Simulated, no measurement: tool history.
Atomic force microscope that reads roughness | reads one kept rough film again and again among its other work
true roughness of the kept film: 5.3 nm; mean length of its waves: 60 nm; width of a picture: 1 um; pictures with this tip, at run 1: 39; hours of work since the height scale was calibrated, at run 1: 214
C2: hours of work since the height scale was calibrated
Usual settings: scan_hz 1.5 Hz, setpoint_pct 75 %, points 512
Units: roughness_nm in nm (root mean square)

run 1 hour=0 | scan_hz=1.5 setpoint_pct=75 points=512 | pictures_with_this_tip=39 C2=214 | roughness_nm=4.759
run 2 hour=14.1 | scan_hz=1.5 setpoint_pct=75 points=512 | pictures_with_this_tip=60 C2=224 | roughness_nm=4.764
run 3 hour=25.2 | scan_hz=1.5 setpoint_pct=90 points=512 | pictures_with_this_tip=76 C2=231 | roughness_nm=4.382
run 4 hour=36.9 | scan_hz=1.5 setpoint_pct=90 points=512 | pictures_with_this_tip=93 C2=239 | roughness_nm=4.412
run 5 hour=57.3 | scan_hz=1.5 setpoint_pct=90 points=512 | pictures_with_this_tip=123 C2=253 | roughness_nm=4.365
run 6 hour=75 | scan_hz=1.5 setpoint_pct=90 points=512 | pictures_with_this_tip=149 C2=265 | roughness_nm=4.405
run 7 hour=97.7 | scan_hz=1.5 setpoint_pct=90 points=512 | pictures_with_this_tip=182 C2=280 | roughness_nm=4.369
-- hour=110.8 new tip fitted
run 8 hour=116.1 | scan_hz=1.5 setpoint_pct=90 points=512 | pictures_with_this_tip=8 C2=292 | roughness_nm=4.399
run 9 hour=128.5 | scan_hz=1.5 setpoint_pct=90 points=512 | pictures_with_this_tip=26 C2=300 | roughness_nm=4.398
run 10 hour=138.8 | scan_hz=1.5 setpoint_pct=90 points=512 | pictures_with_this_tip=41 C2=307 | roughness_nm=4.377
run 11 hour=155.1 | scan_hz=3.13 setpoint_pct=90 points=674 | pictures_with_this_tip=65 C2=318 | roughness_nm=3.807
run 12 hour=175.5 | scan_hz=1.04 setpoint_pct=75 points=563 | pictures_with_this_tip=95 C2=332 | roughness_nm=4.867
run 13 hour=199.2 | scan_hz=1.04 setpoint_pct=75 points=563 | pictures_with_this_tip=130 C2=348 | roughness_nm=4.87
run 14 hour=219.8 | scan_hz=3.56 setpoint_pct=58 points=564 | pictures_with_this_tip=160 C2=362 | roughness_nm=4.793
run 15 hour=230.5 | scan_hz=0.56 setpoint_pct=58 points=564 | pictures_with_this_tip=175 C2=369 | roughness_nm=5.081

The next listed run, before its measurement:
run 16 hour=243.4 | scan_hz=0.96 setpoint_pct=76 points=668 | pictures_with_this_tip=194 C2=378 | roughness_nm=?

{"run 16": {"roughness_nm": 4.88}}
Without the tool's hidden state the same run would have given roughness_nm 4.885 nm (root mean square).
